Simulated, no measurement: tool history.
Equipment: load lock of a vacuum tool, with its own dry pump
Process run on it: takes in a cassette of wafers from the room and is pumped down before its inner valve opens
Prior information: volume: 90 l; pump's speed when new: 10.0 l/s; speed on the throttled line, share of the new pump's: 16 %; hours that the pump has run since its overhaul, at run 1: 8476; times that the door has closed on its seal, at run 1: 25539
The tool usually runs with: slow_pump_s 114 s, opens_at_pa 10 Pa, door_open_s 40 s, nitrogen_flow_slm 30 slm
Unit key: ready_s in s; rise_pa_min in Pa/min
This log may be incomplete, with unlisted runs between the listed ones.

run    hour  slow_pump_s  opens_at_pa  door_open_s  nitrogen_flow_slm  hours that the pump has run since its overhaul  times that the door has closed on its seal  incoming humidity of the room's air, %  ready_s  rise_pa_min
  1     0.0          114           10           40                 30                                            8476                                       25539                                    43.2    179.7        0.012
  2   375.1          114           10           40                 30                                            8852                                       26787                                    47.8    179.0        0.015
  3   928.4          114           10           40                 30                                            9405                                       28629                                    47.5    180.7        0.019
  4  1371.1          114           11           40                 30                                            9848                                       30103                                    41.3    177.2        0.019
  5  1742.6          114           11           40                 30                                           10219                                       31339                                    45.7    179.2        0.014
     1960.3  -- door's seal changed, seat wiped
  6  2201.5          114           11           40                 30                                           10676                                         803                                    44.7    179.7        0.015
  7  2575.3          114           11           40                 30                                           11050                                        2047                                    44.2    178.4        0.022
  8  3048.2          114           11           40                 30                                           11523                                        3621                                    44.9    178.5        0.013
  9  3569.4          114           11           40                 30                                           12044                                        5356                                    47.1    179.1        0.015
 10  3944.2          114            9           40                 11                                           12419                                        6603                                    44.4    181.1        0.023
 11  4476.3          114           12           40                 11                                           12951                                        8374                                    43.8    177.5        0.017
 12  4717.9          114           12           40                 11                                           13193                                        9178                                    44.8    178.2        0.026
 13  5089.4          114           12           40                 11                                           13564                                       10415                                    46.9    176.6        0.019
 14  5351.5          114           12           40                 11                                           13826                                       11287                                    43.6    178.6        0.025
 15  5737.5           76           14           28                 13                                           14212                                       12572                                    44.0    144.7        0.015
 16  6209.8           76           14           28                 33                                           14685                                       14144                                    45.6    144.8        0.017

Forecast each of these 4 alternatives for the next run:
  A  6671.6           76           11           28                 33                                           15147                                       15681                                    39.6        ?            ?
  B  6671.6          217           17           28                 33                                           15147                                       15681                                    45.9        ?            ?
  C  6671.6           76           20           54                 33                                           15147                                       15681                                    47.0        ?            ?
  D  6671.6           58           10           40                 30                                           15147                                       15681                                    46.1        ?            ?

run  ready_s  rise_pa_min
  A    147.0        0.013
  B    261.7        0.014
  C    141.2        0.017
  D    131.2        0.019
What these runs would have given with no unlogged condition in the tool:
run  ready_s  rise_pa_min
  A    147.0        0.012
  B    261.7        0.014
  C    141.2        0.017
  D    131.2        0.018

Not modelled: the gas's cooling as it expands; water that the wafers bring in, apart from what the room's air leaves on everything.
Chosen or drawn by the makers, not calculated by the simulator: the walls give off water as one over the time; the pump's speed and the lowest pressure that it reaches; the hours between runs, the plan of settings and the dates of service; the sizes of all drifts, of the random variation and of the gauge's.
